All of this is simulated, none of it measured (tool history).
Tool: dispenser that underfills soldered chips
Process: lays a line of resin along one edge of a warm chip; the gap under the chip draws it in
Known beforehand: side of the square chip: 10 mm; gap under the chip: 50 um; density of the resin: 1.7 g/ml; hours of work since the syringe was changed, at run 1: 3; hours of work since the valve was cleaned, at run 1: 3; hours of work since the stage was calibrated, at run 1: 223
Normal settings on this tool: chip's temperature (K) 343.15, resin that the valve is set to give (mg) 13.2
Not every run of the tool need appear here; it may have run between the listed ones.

| run | hour | chip's temperature (K) | resin that the valve is set to give (mg) | hours of work since the syringe was changed | hours of work since the valve was cleaned | hours of work since the stage was calibrated | time until the resin shows at the far edge (s) | resin that the valve gave (mg) |
|---|---|---|---|---|---|---|---|---|
| 1 | 0.0 | 343.15 | 13.2 | 3 | 3 | 223 | 56.6 | 13.21 |
|  | 5.6 | new syringe of resin |
| 2 | 9.9 | 343.15 | 13.2 | 3 | 9 | 229 | 57.3 | 13.19 |
|  | 15.3 | new syringe of resin |
| 3 | 23.1 | 343.15 | 13.2 | 5 | 18 | 238 | 71.6 | 13.09 |
|  | 24.6 | new syringe of resin |
|  | 34.0 | new syringe of resin |
| 4 | 37.4 | 343.15 | 13.2 | 2 | 27 | 247 | 52.9 | 13.02 |
|  | 44.0 | new syringe of resin |
| 5 | 46.5 | 350.15 | 13.2 | 2 | 33 | 253 | 38.8 | 12.91 |
|  | 53.1 | new syringe of resin |
| 6 | 56.7 | 350.15 | 13.2 | 2 | 39 | 259 | 42.1 | 12.82 |
|  | 62.8 | new syringe of resin |
| 7 | 63.0 | 344.15 | 13.2 | 0 | 43 | 263 | 41.4 | 12.74 |
|  | 72.4 | new syringe of resin |
| 8 | 76.9 | 343.15 | 13.2 | 3 | 52 | 272 | 58.3 | 12.83 |
|  | 82.2 | dispensing valve cleaned and set on the balance |
|  | 83.4 | new syringe of resin |
| 9 | 86.1 | 343.15 | 13.2 | 2 | 2 | 278 | 52.9 | 13.14 |
|  | 92.7 | new syringe of resin |
| 10 | 95.6 | 349.15 | 13.2 | 2 | 9 | 284 | 41.8 | 12.98 |
|  | 102.2 | new syringe of resin |
| 11 | 109.3 | 348.15 | 13.2 | 5 | 17 | 293 | 56.4 | 12.99 |
|  | 112.0 | new syringe of resin |
| 12 | 115.9 | 348.15 | 13.2 | 3 | 22 | 297 | 44.7 | 12.99 |
|  | 121.8 | new syringe of resin |
| 13 | 124.6 | 343.15 | 13.2 | 2 | 27 | 303 | 51.4 | 12.97 |
|  | 131.1 | new syringe of resin |
| 14 | 132.5 | 343.15 | 13.2 | 1 | 32 | 308 | 49.0 | 12.91 |
|  | 140.7 | new syringe of resin |
| 15 | 141.5 | 343.15 | 13.2 | 1 | 38 | 313 | 45.9 | 12.82 |
|  | 151.1 | new syringe of resin |
| 16 | 151.9 | 343.15 | 13.2 | 1 | 45 | 320 | 46.9 | 12.75 |
|  | 160.4 | new syringe of resin |
| 17 | 162.0 | 343.15 | 13.9 | 1 | 51 | 327 | 48.9 | 13.37 |
|  | 168.0 | dispensing valve cleaned and set on the balance |
|  | 171.5 | new syringe of resin |
| 18 | 173.5 | 336.15 | 13.2 | 1 | 4 | 333 | 67.7 | 13.25 |
|  | 180.6 | new syringe of resin |
| 19 | 184.6 | 336.15 | 13.2 | 3 | 11 | 341 | 73.9 | 13.11 |
|  | 190.3 | new syringe of resin |
| 20 | 193.9 | 339.15 | 16.0 | 2 | 17 | 347 | 62.7 | 15.80 |
|  | 200.1 | new syringe of resin |
| 21 | 204.4 | 354.15 | 14.5 | 3 | 23 | 353 | 37.4 | 14.23 |
|  | 209.6 | new syringe of resin |
| 22 | 215.2 | 354.15 | 14.5 | 4 | 30 | 360 | 40.9 | 14.25 |
|  | 219.2 | new syringe of resin |
| 23 | 224.5 | 353.15 | 12.1 | 4 | 36 | 366 | 43.8 | 11.75 |
|  | 228.7 | new syringe of resin |
| 24 | 231.9 | 353.15 | 12.1 | 2 | 41 | 371 | 37.7 | 11.79 |
|  | 238.2 | new syringe of resin |
| 25 | 245.1 | 330.15 | 11.8 | 5 | 50 | 380 | 118.1 | 11.41 |
|  | 247.5 | new syringe of resin |
|  | 254.2 | dispensing valve cleaned and set on the balance |
|  | 258.6 | new syringe of resin |
| 26 | 258.6 | 337.15 | 13.5 | 0 | 3 | 388 | 56.0 | 13.50 |
|  | 268.5 | new syringe of resin |
| 27 | 271.6 | 329.15 | 13.9 | 2 | 11 | 396 | 94.9 | 13.80 |
|  | 278.7 | new syringe of resin |
| 28 | 281.5 | 347.15 | 12.4 | 2 | 18 | 402 | 46.4 | 12.37 |
|  | 287.9 | new syringe of resin |
| 29 | 293.7 | 340.15 | 13.3 | 4 | 25 | 410 | 71.5 | 13.20 |
|  | 297.7 | new syringe of resin |
| 30 | 304.4 | 338.15 | 13.6 | 4 | 32 | 417 | 81.5 | 13.36 |
|  | 307.3 | new syringe of resin |
| 31 | 312.3 | 338.15 | 13.6 | 3 | 37 | 422 | 71.4 | 13.39 |
|  | 316.9 | new syringe of resin |
| 32 | 320.1 | 336.15 | 14.4 | 2 | 42 | 427 | 71.3 | 14.03 |
|  | 326.3 | new syringe of resin |
| 33 | 327.3 | 333.15 | 13.2 | 1 | 47 | 432 | 73.5 | 12.80 |
|  | 335.5 | new syringe of resin |
|  | 340.5 | dispensing valve cleaned and set on the balance |
| 34 | 340.7 | 335.15 | 16.5 | 3 | 0 | 440 | 79.3 | 16.48 |
|  | 346.7 | new syringe of resin |
| 35 | 347.8 | 349.15 | 11.3 | 1 | 5 | 444 | 40.0 | 11.26 |

Results per run with the tool's hidden condition removed, run-to-run variation unchanged:
The hidden state here: resin's viscosity, % of fresh resin's; dose that the valve gives, % of what is set; true chip temperature over the reading, C; drift of the gauge itself on fill_s, %; drift of the gauge itself on given_mg, %.
| run | time until the resin shows at the far edge (s) | resin that the valve gave (mg) |
|---|---|---|
| 1 | 42.5 | 13.23 |
| 2 | 43.5 | 13.26 |
| 3 | 43.8 | 13.23 |
| 4 | 42.3 | 13.23 |
| 5 | 32.3 | 13.17 |
| 6 | 32.8 | 13.15 |
| 7 | 40.5 | 13.11 |
| 8 | 43.1 | 13.28 |
| 9 | 43.3 | 13.18 |
| 10 | 33.9 | 13.08 |
| 11 | 35.4 | 13.16 |
| 12 | 34.9 | 13.19 |
| 13 | 42.6 | 13.23 |
| 14 | 43.8 | 13.21 |
| 15 | 42.2 | 13.17 |
| 16 | 42.3 | 13.15 |
| 17 | 42.1 | 13.86 |
| 18 | 56.8 | 13.30 |
| 19 | 56.4 | 13.22 |
| 20 | 48.7 | 15.99 |
| 21 | 27.7 | 14.47 |
| 22 | 27.8 | 14.55 |
| 23 | 30.2 | 12.05 |
| 24 | 29.7 | 12.12 |
| 25 | 74.9 | 11.80 |
| 26 | 53.8 | 13.49 |
| 27 | 75.4 | 13.86 |
| 28 | 37.5 | 12.48 |
| 29 | 48.2 | 13.38 |
| 30 | 53.1 | 13.60 |
| 31 | 51.4 | 13.67 |
| 32 | 55.2 | 14.37 |
| 33 | 63.8 | 13.15 |
| 34 | 58.1 | 16.46 |
| 35 | 35.5 | 11.28 |
